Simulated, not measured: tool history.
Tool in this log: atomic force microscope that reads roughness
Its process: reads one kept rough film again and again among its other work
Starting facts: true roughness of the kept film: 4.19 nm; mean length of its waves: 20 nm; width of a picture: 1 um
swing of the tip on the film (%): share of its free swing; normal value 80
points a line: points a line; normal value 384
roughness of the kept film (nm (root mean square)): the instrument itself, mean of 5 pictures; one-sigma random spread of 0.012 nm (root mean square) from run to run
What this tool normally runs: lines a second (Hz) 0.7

run,day,lines a second (Hz),swing of the tip on the film (%),points a line,roughness of the kept film (nm (root mean square))
1,0,0.7,80,384,2.722
2,1.292,0.7,80,384,2.724
3,1.946,0.7,80,384,2.7
4,2.958,0.7,80,427,2.71
5,3.742,0.7,80,427,2.72
6,5.175,0.609,80,384,2.726
# day 6.317: new tip fitted
7,6.329,0.609,80,384,2.734
8,7.133,0.7,81,384,2.701
9,8.546,0.506,75,518,2.822
10,9.292,0.506,56,384,2.876
11,10.192,1.138,63,329,2.763
12,10.962,0.7,58,384,2.838
13,11.65,0.7,58,482,2.881

Results for each run, recomputed without the tool's hidden state and with each run's random variation untouched:
What the log doesn't record here: radius of the tip, nm; height scale over the true one, %; drift of the gauge itself on roughness_nm, %.
run,roughness of the kept film (nm (root mean square))
1,2.728
2,2.731
3,2.708
4,2.719
5,2.731
6,2.738
7,2.734
8,2.703
9,2.825
10,2.881
11,2.768
12,2.846
13,2.89
